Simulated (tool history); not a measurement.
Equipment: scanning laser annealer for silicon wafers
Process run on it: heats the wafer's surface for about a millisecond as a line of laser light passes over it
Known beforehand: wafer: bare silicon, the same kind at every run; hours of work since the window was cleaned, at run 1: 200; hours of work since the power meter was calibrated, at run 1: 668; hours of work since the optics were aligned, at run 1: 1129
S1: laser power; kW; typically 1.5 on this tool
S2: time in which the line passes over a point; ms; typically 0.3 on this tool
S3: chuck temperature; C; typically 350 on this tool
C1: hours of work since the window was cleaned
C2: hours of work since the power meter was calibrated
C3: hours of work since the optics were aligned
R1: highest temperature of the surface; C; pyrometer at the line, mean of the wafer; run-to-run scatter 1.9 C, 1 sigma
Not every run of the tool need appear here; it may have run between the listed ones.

run,hour,S1,S2,S3,C1,C2,C3,R1
1,0,1.5,0.3,350,200,668,1129,1165
2,26.3,1.5,0.3,350,220,688,1148,1165
3,56.6,1.5,0.3,350,242,711,1171,1166
4,100.8,1.5,0.3,350,275,744,1204,1165
5,124,1.5,0.3,350,293,761,1221,1166
6,167.9,1.5,0.3,350,326,794,1254,1165
# hour 177.3: optics aligned, line set to its width
7,222.9,1.5,0.3,350,363,831,34,1165
8,244.6,1.5,0.364,350,379,847,50,1245
9,280,1.5,0.242,350,406,874,77,1089
10,329.3,1.352,0.3,373,442,910,113,1101
11,354.4,1.5,0.278,321,461,929,132,1109
12,375.1,1.5,0.372,327,477,945,148,1230
13,416.8,1.645,0.358,313,508,976,179,1296
14,464.1,1.645,0.358,313,543,1011,214,1292
15,499,1.395,0.317,313,569,1037,240,1086

Each row is a separate what-if for the run after 15, all from the same tool condition, not one after another. Results?
A,540.4,1.539,0.225,313,600,1068,271,?
B,540.4,1.548,0.317,344,600,1068,271,?
C,540.4,1.582,0.378,313,600,1068,271,?
D,540.4,1.624,0.3,350,600,1068,271,?

run,R1
A,1049
B,1211
C,1268
D,1243
The same runs, with their run-to-run variation unchanged, on a tool lacking any hidden condition would have given:
run,R1
A,1049
B,1211
C,1268
D,1244
